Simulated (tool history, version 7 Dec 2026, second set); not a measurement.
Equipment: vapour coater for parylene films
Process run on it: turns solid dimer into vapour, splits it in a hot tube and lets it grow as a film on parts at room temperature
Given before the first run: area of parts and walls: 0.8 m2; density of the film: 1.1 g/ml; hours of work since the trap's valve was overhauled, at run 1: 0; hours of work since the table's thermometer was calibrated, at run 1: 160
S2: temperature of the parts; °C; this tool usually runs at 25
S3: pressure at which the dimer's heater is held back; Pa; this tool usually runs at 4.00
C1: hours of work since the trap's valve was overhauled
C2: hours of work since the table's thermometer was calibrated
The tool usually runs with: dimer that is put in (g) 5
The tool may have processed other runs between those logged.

{"run": 1, "hour": 0.0, "dimer that is put in (g)": 5, "S2": 25, "S3": 4.0, "C1": 0, "C2": 160, "thickness of the film (µm)": 3.07}
{"run": 2, "hour": 10.2, "dimer that is put in (g)": 5, "S2": 25, "S3": 4.0, "C1": 6, "C2": 166, "thickness of the film (µm)": 2.99}
{"run": 3, "hour": 21.9, "dimer that is put in (g)": 5, "S2": 25, "S3": 4.0, "C1": 12, "C2": 172, "thickness of the film (µm)": 3.02}
{"run": 4, "hour": 31.8, "dimer that is put in (g)": 5, "S2": 25, "S3": 4.0, "C1": 18, "C2": 178, "thickness of the film (µm)": 3.01}
{"run": 5, "hour": 40.9, "dimer that is put in (g)": 5, "S2": 25, "S3": 9.57, "C1": 23, "C2": 183, "thickness of the film (µm)": 2.73}
{"run": 6, "hour": 54.3, "dimer that is put in (g)": 5, "S2": 25, "S3": 4.0, "C1": 30, "C2": 190, "thickness of the film (µm)": 3.03}
{"run": 7, "hour": 66.1, "dimer that is put in (g)": 5, "S2": 25, "S3": 5.9, "C1": 37, "C2": 197, "thickness of the film (µm)": 2.87}
{"run": 8, "hour": 76.7, "dimer that is put in (g)": 5, "S2": 25, "S3": 5.9, "C1": 43, "C2": 203, "thickness of the film (µm)": 2.79}
{"run": 9, "hour": 85.7, "dimer that is put in (g)": 5, "S2": 25, "S3": 5.9, "C1": 48, "C2": 208, "thickness of the film (µm)": 2.86}
{"run": 10, "hour": 101.6, "dimer that is put in (g)": 2, "S2": 18, "S3": 4.0, "C1": 57, "C2": 217, "thickness of the film (µm)": 1.31}
{"run": 11, "hour": 112.8, "dimer that is put in (g)": 5, "S2": 22, "S3": 4.0, "C1": 63, "C2": 223, "thickness of the film (µm)": 3.09}
{"run": 12, "hour": 126.7, "dimer that is put in (g)": 3, "S2": 25, "S3": 4.0, "C1": 71, "C2": 231, "thickness of the film (µm)": 1.78}
{"run": 13, "hour": 134.9, "dimer that is put in (g)": 8, "S2": 20, "S3": 9.18, "C1": 76, "C2": 236, "thickness of the film (µm)": 4.57}
{"run": 14, "hour": 152.3, "dimer that is put in (g)": 8, "S2": 20, "S3": 9.18, "C1": 85, "C2": 245, "thickness of the film (µm)": 4.56}
{"run": 15, "hour": 163.4, "dimer that is put in (g)": 3, "S2": 20, "S3": 6.71, "C1": 91, "C2": 251, "thickness of the film (µm)": 1.8}
{"run": 16, "hour": 175.4, "dimer that is put in (g)": 3, "S2": 20, "S3": 6.71, "C1": 98, "C2": 258, "thickness of the film (µm)": 1.79}
{"run": 17, "hour": 189.7, "dimer that is put in (g)": 4, "S2": 23, "S3": 3.1, "C1": 106, "C2": 266, "thickness of the film (µm)": 2.51}

Alternative continuations, all from the tool just after run 17; predict every row:
{"run": "A", "hour": 201.4, "dimer that is put in (g)": 5, "S2": 21, "S3": 2.69, "C1": 113, "C2": 273, "thickness of the film (µm)": "?"}
{"run": "B", "hour": 201.4, "dimer that is put in (g)": 4, "S2": 28, "S3": 3.1, "C1": 113, "C2": 273, "thickness of the film (µm)": "?"}
{"run": "C", "hour": 201.4, "dimer that is put in (g)": 9, "S2": 25, "S3": 9.46, "C1": 113, "C2": 273, "thickness of the film (µm)": "?"}
{"run": "D", "hour": 201.4, "dimer that is put in (g)": 5, "S2": 25, "S3": 11.03, "C1": 113, "C2": 273, "thickness of the film (µm)": "?"}

run=A thickness_of_the_film_(µm)=3.29
run=B thickness_of_the_film_(µm)=2.29
run=C thickness_of_the_film_(µm)=4.70
run=D thickness_of_the_film_(µm)=2.53
Had the tool no hidden state, the same runs would have come out as:
run=A thickness_of_the_film_(µm)=3.43
run=B thickness_of_the_film_(µm)=2.39
run=C thickness_of_the_film_(µm)=4.90
run=D thickness_of_the_film_(µm)=2.64

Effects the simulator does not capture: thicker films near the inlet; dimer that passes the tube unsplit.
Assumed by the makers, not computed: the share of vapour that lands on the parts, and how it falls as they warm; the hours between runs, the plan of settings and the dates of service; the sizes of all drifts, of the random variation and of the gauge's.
